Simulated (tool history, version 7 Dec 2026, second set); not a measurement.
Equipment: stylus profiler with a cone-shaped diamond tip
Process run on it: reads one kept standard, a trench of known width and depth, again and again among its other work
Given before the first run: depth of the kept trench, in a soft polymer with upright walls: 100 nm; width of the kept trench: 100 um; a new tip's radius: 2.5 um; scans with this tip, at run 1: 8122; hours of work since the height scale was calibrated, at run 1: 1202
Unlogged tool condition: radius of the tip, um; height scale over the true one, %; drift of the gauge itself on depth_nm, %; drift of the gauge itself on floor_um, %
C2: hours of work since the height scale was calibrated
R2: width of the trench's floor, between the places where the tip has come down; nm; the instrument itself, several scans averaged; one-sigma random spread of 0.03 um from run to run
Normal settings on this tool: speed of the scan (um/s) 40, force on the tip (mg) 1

Run 1, hour 0: usual settings; scans with this tip 8122; C2 1202. Result: depth of the trench (nm) 99.96, R2 98060 nm.
Run 2, hour 59.9: usual settings but speed of the scan (um/s) 68; scans with this tip 8347; C2 1236. Result: depth of the trench (nm) 100.09, R2 98010 nm.
Run 3, hour 119.4: usual settings but speed of the scan (um/s) 68; scans with this tip 8569; C2 1269. Result: depth of the trench (nm) 100.13, R2 97950 nm.
Run 4, hour 207.6: usual settings; scans with this tip 8900; C2 1317. Result: depth of the trench (nm) 100.16, R2 98060 nm.
Run 5, hour 288.7: usual settings; scans with this tip 9203; C2 1362. Result: depth of the trench (nm) 100.03, R2 98020 nm.
Run 6, hour 358.7: usual settings; scans with this tip 9466; C2 1401. Result: depth of the trench (nm) 100.05, R2 98080 nm.
Run 7, hour 402: usual settings; scans with this tip 9628; C2 1425. Result: depth of the trench (nm) 100.03, R2 98070 nm.
Run 8, hour 468.3: usual settings; scans with this tip 9876; C2 1462. Result: depth of the trench (nm) 100.01, R2 97980 nm.
Run 9, hour 530.9: usual settings; scans with this tip 10111; C2 1497. Result: depth of the trench (nm) 99.96, R2 97980 nm.
Run 10, hour 571.9: usual settings; scans with this tip 10264; C2 1520. Result: depth of the trench (nm) 99.98, R2 97970 nm.
Run 11, hour 659.2: usual settings; scans with this tip 10591; C2 1568. Result: depth of the trench (nm) 99.89, R2 97980 nm.
Run 12, hour 731.6: usual settings; scans with this tip 10862; C2 1608. Result: depth of the trench (nm) 100.02, R2 97950 nm.
Run 13, hour 797.4: usual settings; scans with this tip 11109; C2 1645. Result: depth of the trench (nm) 99.96, R2 97960 nm.
Run 14, hour 865.6: usual settings; scans with this tip 11364; C2 1682. Result: depth of the trench (nm) 99.91, R2 97990 nm.
Run 15, hour 951.8: usual settings; scans with this tip 11687; C2 1730. Result: depth of the trench (nm) 99.89, R2 97960 nm.
Run 16, hour 994.3: usual settings; scans with this tip 11846; C2 1754. Result: depth of the trench (nm) 99.93, R2 97940 nm.
Run 17, hour 1085.7: usual settings; scans with this tip 12189; C2 1804. Result: depth of the trench (nm) 100.01, R2 97860 nm.
Run 18, hour 1163: usual settings but force on the tip (mg) 1.4; scans with this tip 12478; C2 1847. Result: depth of the trench (nm) 99.87, R2 97970 nm.
Run 19, hour 1213.5: usual settings but speed of the scan (um/s) 11, force on the tip (mg) 1.13; scans with this tip 12667; C2 1875. Result: depth of the trench (nm) 100.04, R2 97980 nm.
Run 20, hour 1271.9: usual settings but speed of the scan (um/s) 13, force on the tip (mg) 0.62; scans with this tip 12886; C2 1908. Result: depth of the trench (nm) 99.67, R2 97980 nm.
Run 21, hour 1316.3: usual settings but speed of the scan (um/s) 13, force on the tip (mg) 0.62; scans with this tip 13053; C2 1932. Result: depth of the trench (nm) 99.69, R2 97990 nm.
Run 22, hour 1403.4: usual settings but speed of the scan (um/s) 13, force on the tip (mg) 0.62; scans with this tip 13379; C2 1981. Result: depth of the trench (nm) 99.71, R2 98000 nm.
Run 23, hour 1500.7: usual settings but speed of the scan (um/s) 12, force on the tip (mg) 0.78; scans with this tip 13743; C2 2035. Result: depth of the trench (nm) 99.66, R2 97960 nm.
Run 24, hour 1575: usual settings but speed of the scan (um/s) 12, force on the tip (mg) 0.78; scans with this tip 14022; C2 2076. Result: depth of the trench (nm) 99.75, R2 97890 nm.
Run 25, hour 1640.8: usual settings but speed of the scan (um/s) 12, force on the tip (mg) 0.67; scans with this tip 14268; C2 2112. Result: depth of the trench (nm) 99.7, R2 97920 nm.
At hour 1679: height scale calibrated on a step standard.
Run 26, hour 1710.1: usual settings but speed of the scan (um/s) 56, force on the tip (mg) 2.05; scans with this tip 14526; C2 17. Result: depth of the trench (nm) 100.79, R2 97910 nm.
Run 27, hour 1792: usual settings but speed of the scan (um/s) 71, force on the tip (mg) 0.69; scans with this tip 14832; C2 63. Result: depth of the trench (nm) 100.34, R2 97680 nm.
Run 28, hour 1839.9: usual settings but speed of the scan (um/s) 71, force on the tip (mg) 0.69; scans with this tip 15012; C2 89. Result: depth of the trench (nm) 100.33, R2 97660 nm.
Run 29, hour 1882.7: usual settings but speed of the scan (um/s) 13, force on the tip (mg) 0.58; scans with this tip 15172; C2 113. Result: depth of the trench (nm) 100.37, R2 97920 nm.
Run 30, hour 1964.5: usual settings but speed of the scan (um/s) 48, force on the tip (mg) 0.42; scans with this tip 15479; C2 158. Result: depth of the trench (nm) 100.06, R2 97680 nm.
Run 31, hour 2062.6: usual settings but speed of the scan (um/s) 48, force on the tip (mg) 1.46; scans with this tip 15846; C2 213. Result: depth of the trench (nm) 100.35, R2 97800 nm.
Run 32, hour 2114.9: usual settings but speed of the scan (um/s) 48, force on the tip (mg) 0.36; scans with this tip 16042; C2 242. Result: depth of the trench (nm) 100.12, R2 97680 nm.

Below are 4 alternative next runs, each starting from the tool's condition after run 32. Predict each:
Run A, hour 2167.3: usual settings but speed of the scan (um/s) 156, force on the tip (mg) 2.01; scans with this tip 16239; C2 271. Result: depth of the trench (nm) ?, R2 ?.
Run B, hour 2167.3: usual settings but speed of the scan (um/s) 32, force on the tip (mg) 2.82; scans with this tip 16239; C2 271. Result: depth of the trench (nm) ?, R2 ?.
Run C, hour 2167.3: usual settings but speed of the scan (um/s) 54, force on the tip (mg) 0.34; scans with this tip 16239; C2 271. Result: depth of the trench (nm) ?, R2 ?.
Run D, hour 2167.3: usual settings but speed of the scan (um/s) 17, force on the tip (mg) 0.89; scans with this tip 16239; C2 271. Result: depth of the trench (nm) ?, R2 ?.

run  depth of the trench (nm)     R2
  A                    100.71  97560
  B                    100.76  97840
  C                    100.26  97660
  D                     100.3  97910
What these runs would have given with no unlogged condition in the tool:
run  depth of the trench (nm)     R2
  A                     100.8  98240
  B                    100.85  98530
  C                    100.34  98350
  D                    100.39  98590

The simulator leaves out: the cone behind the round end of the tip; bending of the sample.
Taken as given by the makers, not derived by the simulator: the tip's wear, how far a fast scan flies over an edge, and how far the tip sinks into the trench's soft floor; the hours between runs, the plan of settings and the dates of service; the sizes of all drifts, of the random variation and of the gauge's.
